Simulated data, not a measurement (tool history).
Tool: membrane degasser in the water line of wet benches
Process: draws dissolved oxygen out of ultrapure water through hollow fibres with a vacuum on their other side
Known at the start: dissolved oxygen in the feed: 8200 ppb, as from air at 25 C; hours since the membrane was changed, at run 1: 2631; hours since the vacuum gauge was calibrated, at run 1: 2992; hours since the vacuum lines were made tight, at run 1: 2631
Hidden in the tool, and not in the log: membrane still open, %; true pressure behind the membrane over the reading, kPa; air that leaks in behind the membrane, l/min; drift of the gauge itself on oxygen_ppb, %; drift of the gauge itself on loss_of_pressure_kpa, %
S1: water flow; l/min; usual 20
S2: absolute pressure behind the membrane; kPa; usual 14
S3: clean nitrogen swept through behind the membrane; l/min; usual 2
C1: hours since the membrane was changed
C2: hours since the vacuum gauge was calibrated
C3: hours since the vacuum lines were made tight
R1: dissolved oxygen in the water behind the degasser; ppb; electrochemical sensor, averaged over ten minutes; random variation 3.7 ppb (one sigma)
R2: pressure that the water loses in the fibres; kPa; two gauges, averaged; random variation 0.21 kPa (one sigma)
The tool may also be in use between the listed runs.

run,hour,S1,S2,S3,C1,C2,C3,R1,R2
1,0,20,14,2,2631,2992,2631,383.1,49.32
2,67.4,20,14,2,2698,3059,2698,387.6,49.16
3,132.4,20,14,2,2763,3124,2763,384.2,48.88
4,189.7,20,14.3,2,2820,3181,2820,395.2,48.72
5,241.5,14,14,2,2872,3233,2872,211.1,34.13
6,272.1,14,14,2,2903,3264,2903,214.9,34.36
7,311,14,14,2,2942,3303,2942,213.1,34.31
8,366.7,14,14,2,2997,3358,2997,215.6,33.83
9,421.7,20,33.6,2,3052,3413,3052,788.1,48.83
10,459.1,20,33.6,2,3090,3451,3090,788.7,48.94
11,505.6,20,33.6,2,3136,3497,3136,799.7,49.09
12,557.6,20,33.6,2,3188,3549,3188,795.2,48.86
13,618.2,20,33.6,2,3249,3610,3249,783.7,49.05
14,683.1,20,33.6,2,3314,3675,3314,783.5,49.13
15,718.9,20,33.6,3.57,3350,3711,3350,536.4,49.22
16,771.8,21,14,2,3402,3763,3402,415.7,51.08
17,814,20,32.1,2,3445,3806,3445,763.9,49.39
18,858,20,32.1,2,3489,3850,3489,768.4,49.28
19,911.9,20,17.4,2,3543,3904,3543,453.3,49.08
20,958.6,16,17.4,2,3589,3950,3589,327.2,39.69
21,1010.8,17,12.6,2.22,3641,4002,3641,240.1,42.08
22,1049.7,17,12.6,2.22,3680,4041,3680,246.9,41.75
23,1097.8,20,16.2,2,3728,4090,3728,437.8,49.34
24,1156.2,20,22.1,0.93,3787,4148,3787,949.6,49.49
25,1218.1,20,9.7,2,3849,4210,3849,294.6,49.03
26,1262.9,22,14.6,2,3894,4255,3894,478.8,54.13
27,1320,13,24.5,4.67,3951,4312,3951,172.7,32.27
28,1352,19,18.5,1.16,3983,4344,3983,640.3,46.77
29,1399.4,25,10.9,4.3,4030,4391,4030,402.4,61.97
30,1431,25,10.9,4.3,4062,4423,4062,390.8,61.73
31,1463.3,25,10.9,4.3,4094,4455,4094,394.4,61.65
32,1516.6,32,14,1.16,4147,4508,4147,1061.5,78.98
33,1573.2,32,14,1.16,4204,4565,4204,1101.3,78.58

Some steps in R1 between neighbouring runs. How much of each would the tool show without its hidden state too (settings, what came in, random variation), and how much is left for the hidden state, with any gauge scatter that isn't in both results?
Run 8 -> 9: S1 14 -> 20, S2 14 -> 33.6. R1 +572.5 ppb: hidden state +7.7, all else +564.8.
Run 24 -> 25: S2 22.1 -> 9.7, S3 0.93 -> 2. R1 -655 ppb: hidden state -1.5, all else -653.5.
Run 26 -> 27: S1 22 -> 13, S2 14.6 -> 24.5, S3 2 -> 4.67. R1 -306.1 ppb: hidden state -13.8, all else -292.3.
Run 27 -> 28: S1 13 -> 19, S2 24.5 -> 18.5, S3 4.67 -> 1.16. R1 +467.6 ppb: hidden state +10.1, all else +457.5.
Run 31 -> 32: S1 25 -> 32, S2 10.9 -> 14, S3 4.3 -> 1.16. R1 +667.1 ppb: hidden state +11.7, all else +655.4.
